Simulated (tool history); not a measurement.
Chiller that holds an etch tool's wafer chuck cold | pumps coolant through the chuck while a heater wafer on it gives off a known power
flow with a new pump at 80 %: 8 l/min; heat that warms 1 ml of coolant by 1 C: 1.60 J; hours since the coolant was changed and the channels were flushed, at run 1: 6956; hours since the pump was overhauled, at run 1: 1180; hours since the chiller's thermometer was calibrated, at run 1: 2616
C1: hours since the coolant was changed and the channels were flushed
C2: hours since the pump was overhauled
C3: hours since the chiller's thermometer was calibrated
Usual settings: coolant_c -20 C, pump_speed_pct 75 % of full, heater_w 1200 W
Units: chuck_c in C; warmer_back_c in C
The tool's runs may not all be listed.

run 1 day=0.000 | coolant_c=-20 pump_speed_pct=75 heater_w=1200 | C1=6956 C2=1180 C3=2616 | chuck_c=-8.7 warmer_back_c=5.97
-- day=0.796 chiller's thermometer calibrated
run 2 day=5.533 | coolant_c=-20 pump_speed_pct=75 heater_w=729 | C1=7088 C2=1312 C3=114 | chuck_c=-13.0 warmer_back_c=3.64
-- day=6.412 coolant changed, channels flushed
run 3 day=11.308 | coolant_c=-20 pump_speed_pct=75 heater_w=1200 | C1=118 C2=1444 C3=246 | chuck_c=-8.5 warmer_back_c=5.96
run 4 day=20.021 | coolant_c=-20 pump_speed_pct=75 heater_w=1200 | C1=327 C2=1654 C3=455 | chuck_c=-8.6 warmer_back_c=6.04
run 5 day=25.446 | coolant_c=-20 pump_speed_pct=75 heater_w=1200 | C1=457 C2=1784 C3=586 | chuck_c=-8.7 warmer_back_c=6.02
run 6 day=34.083 | coolant_c=-20 pump_speed_pct=75 heater_w=1200 | C1=664 C2=1991 C3=793 | chuck_c=-8.7 warmer_back_c=6.05
run 7 day=38.375 | coolant_c=-20 pump_speed_pct=75 heater_w=1205 | C1=767 C2=2094 C3=896 | chuck_c=-8.7 warmer_back_c=6.11
run 8 day=45.650 | coolant_c=-20 pump_speed_pct=75 heater_w=1205 | C1=942 C2=2269 C3=1071 | chuck_c=-8.6 warmer_back_c=6.10
run 9 day=50.904 | coolant_c=-20 pump_speed_pct=75 heater_w=1205 | C1=1068 C2=2395 C3=1197 | chuck_c=-8.6 warmer_back_c=6.05
run 10 day=54.788 | coolant_c=-20 pump_speed_pct=75 heater_w=1205 | C1=1161 C2=2488 C3=1290 | chuck_c=-8.6 warmer_back_c=6.09
run 11 day=63.554 | coolant_c=-20 pump_speed_pct=75 heater_w=1205 | C1=1371 C2=2698 C3=1500 | chuck_c=-8.7 warmer_back_c=6.09
run 12 day=69.075 | coolant_c=-20 pump_speed_pct=75 heater_w=1205 | C1=1504 C2=2831 C3=1633 | chuck_c=-8.7 warmer_back_c=6.08
run 13 day=76.688 | coolant_c=-20 pump_speed_pct=75 heater_w=1205 | C1=1687 C2=3014 C3=1815 | chuck_c=-8.7 warmer_back_c=6.14
run 14 day=85.117 | coolant_c=-20 pump_speed_pct=75 heater_w=1200 | C1=1889 C2=3216 C3=2018 | chuck_c=-8.7 warmer_back_c=6.09
run 15 day=92.533 | coolant_c=-20 pump_speed_pct=75 heater_w=1200 | C1=2067 C2=3394 C3=2196 | chuck_c=-8.9 warmer_back_c=6.14
run 16 day=101.488 | coolant_c=-20 pump_speed_pct=75 heater_w=1200 | C1=2282 C2=3609 C3=2411 | chuck_c=-8.7 warmer_back_c=6.21
run 17 day=106.012 | coolant_c=-20 pump_speed_pct=75 heater_w=1200 | C1=2390 C2=3717 C3=2519 | chuck_c=-8.5 warmer_back_c=6.15
-- day=110.896 chiller's thermometer calibrated
run 18 day=114.700 | coolant_c=-20 pump_speed_pct=75 heater_w=815 | C1=2598 C2=3925 C3=91 | chuck_c=-12.2 warmer_back_c=4.21
run 19 day=120.612 | coolant_c=-11 pump_speed_pct=75 heater_w=749 | C1=2740 C2=4067 C3=233 | chuck_c=-3.9 warmer_back_c=4.01
run 20 day=129.354 | coolant_c=-11 pump_speed_pct=75 heater_w=749 | C1=2950 C2=4276 C3=443 | chuck_c=-3.9 warmer_back_c=3.99
run 21 day=137.975 | coolant_c=-26 pump_speed_pct=92 heater_w=1119 | C1=3157 C2=4483 C3=650 | chuck_c=-17.1 warmer_back_c=4.70
run 22 day=143.667 | coolant_c=-23 pump_speed_pct=91 heater_w=1033 | C1=3293 C2=4620 C3=786 | chuck_c=-14.7 warmer_back_c=4.48
run 23 day=152.354 | coolant_c=-23 pump_speed_pct=91 heater_w=1033 | C1=3502 C2=4829 C3=995 | chuck_c=-14.7 warmer_back_c=4.45
run 24 day=158.829 | coolant_c=-23 pump_speed_pct=91 heater_w=1033 | C1=3657 C2=4984 C3=1150 | chuck_c=-14.9 warmer_back_c=4.55
run 25 day=163.938 | coolant_c=-26 pump_speed_pct=75 heater_w=1200 | C1=3780 C2=5107 C3=1273 | chuck_c=-14.8 warmer_back_c=6.24
run 26 day=168.488 | coolant_c=-11 pump_speed_pct=75 heater_w=1200 | C1=3889 C2=5216 C3=1382 | chuck_c=0.3 warmer_back_c=6.24
run 27 day=172.654 | coolant_c=-11 pump_speed_pct=75 heater_w=1200 | C1=3989 C2=5316 C3=1482 | chuck_c=0.4 warmer_back_c=6.29
-- day=175.975 gauge calibrated
run 28 day=177.912 | coolant_c=-11 pump_speed_pct=75 heater_w=1200 | C1=4115 C2=5442 C3=1608 | chuck_c=0.2 warmer_back_c=6.05
run 29 day=185.275 | coolant_c=-11 pump_speed_pct=75 heater_w=1200 | C1=4292 C2=5619 C3=1785 | chuck_c=0.3 warmer_back_c=5.91
run 30 day=193.650 | coolant_c=-20 pump_speed_pct=75 heater_w=854 | C1=4493 C2=5820 C3=1986 | chuck_c=-11.9 warmer_back_c=4.31
run 31 day=197.742 | coolant_c=-16 pump_speed_pct=65 heater_w=1200 | C1=4591 C2=5918 C3=2084 | chuck_c=-3.3 warmer_back_c=6.91

4 ways to go on from here, each from the tool as it stands after run 31. What would each give?
run A day=206.542 | coolant_c=-24 pump_speed_pct=89 heater_w=1200 | C1=4802 C2=6129 C3=2296 | chuck_c=? warmer_back_c=?
run B day=206.542 | coolant_c=-11 pump_speed_pct=73 heater_w=1173 | C1=4802 C2=6129 C3=2296 | chuck_c=? warmer_back_c=?
run C day=206.542 | coolant_c=-15 pump_speed_pct=100 heater_w=871 | C1=4802 C2=6129 C3=2296 | chuck_c=? warmer_back_c=?
run D day=206.542 | coolant_c=-10 pump_speed_pct=65 heater_w=1200 | C1=4802 C2=6129 C3=2296 | chuck_c=? warmer_back_c=?

run=A chuck_c=-14.2 warmer_back_c=5.12
run=B chuck_c=0.2 warmer_back_c=6.09
run=C chuck_c=-8.6 warmer_back_c=3.31
run=D chuck_c=3.0 warmer_back_c=6.95
Without the tool's hidden state the same runs would have given:
run=A chuck_c=-14.2 warmer_back_c=5.06
run=B chuck_c=0.1 warmer_back_c=6.03
run=C chuck_c=-8.6 warmer_back_c=3.26
run=D chuck_c=2.9 warmer_back_c=6.89
